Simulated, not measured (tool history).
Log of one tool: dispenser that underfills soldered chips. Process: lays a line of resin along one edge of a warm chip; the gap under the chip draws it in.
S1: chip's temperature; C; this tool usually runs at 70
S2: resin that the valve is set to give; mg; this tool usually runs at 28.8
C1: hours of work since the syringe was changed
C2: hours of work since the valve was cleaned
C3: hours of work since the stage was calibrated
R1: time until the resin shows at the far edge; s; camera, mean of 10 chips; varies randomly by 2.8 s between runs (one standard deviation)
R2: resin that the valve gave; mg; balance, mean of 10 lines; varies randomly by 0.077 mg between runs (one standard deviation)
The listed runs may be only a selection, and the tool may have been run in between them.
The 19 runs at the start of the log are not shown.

run	hour	S1	S2	C1	C2	C3	R1	R2
# hour 79.8: new syringe of resin
20	81.0	79	34.5	1	26	155	216.9	34.13
21	86.0	57	32.7	4	29	159	595.0	32.21
22	90.6	65	26.1	8	32	162	574.0	25.79
# hour 93.9: new syringe of resin
23	95.2	77	30.9	1	35	165	246.2	30.38
24	98.6	77	30.9	3	38	167	283.5	30.40
25	101.1	84	27.4	5	39	169	260.2	26.89
26	105.1	82	28.8	8	42	172	328.1	28.31
# hour 108.1: new syringe of resin
27	109.5	82	29.6	1	45	174	206.2	29.07
28	114.8	56	29.2	5	49	178	663.9	28.62
29	117.6	56	29.2	7	51	180	741.4	28.58
30	120.2	76	34.6	8	52	182	412.7	33.93
# hour 122.4: new syringe of resin
31	123.7	57	36.7	1	55	184	472.5	35.64
32	129.8	69	36.8	5	59	188	405.7	35.89
33	134.3	69	36.8	8	62	192	503.2	35.78
# hour 136.9: new syringe of resin
34	138.0	69	34.3	1	64	194	312.5	33.40
35	143.6	77	25.4	5	68	198	328.1	24.63

Branching from run 35: 5 alternative next runs. What would each branch give?
A	147.9	83	26.5	8	71	201	?	?
B	147.9	71	25.7	8	71	201	?	?
C	147.9	73	29.7	8	71	201	?	?
D	147.9	83	31.3	8	71	201	?	?
E	147.9	81	25.2	8	71	201	?	?

run	R1	R2
A	328.5	25.72
B	486.1	24.87
C	436.2	28.73
D	312.4	30.37
E	351.3	24.31
Without the tool's unlogged condition, the same runs would have read:
run	R1	R2
A	186.8	26.58
B	275.2	25.71
C	248.0	29.70
D	178.2	31.38
E	199.4	25.13

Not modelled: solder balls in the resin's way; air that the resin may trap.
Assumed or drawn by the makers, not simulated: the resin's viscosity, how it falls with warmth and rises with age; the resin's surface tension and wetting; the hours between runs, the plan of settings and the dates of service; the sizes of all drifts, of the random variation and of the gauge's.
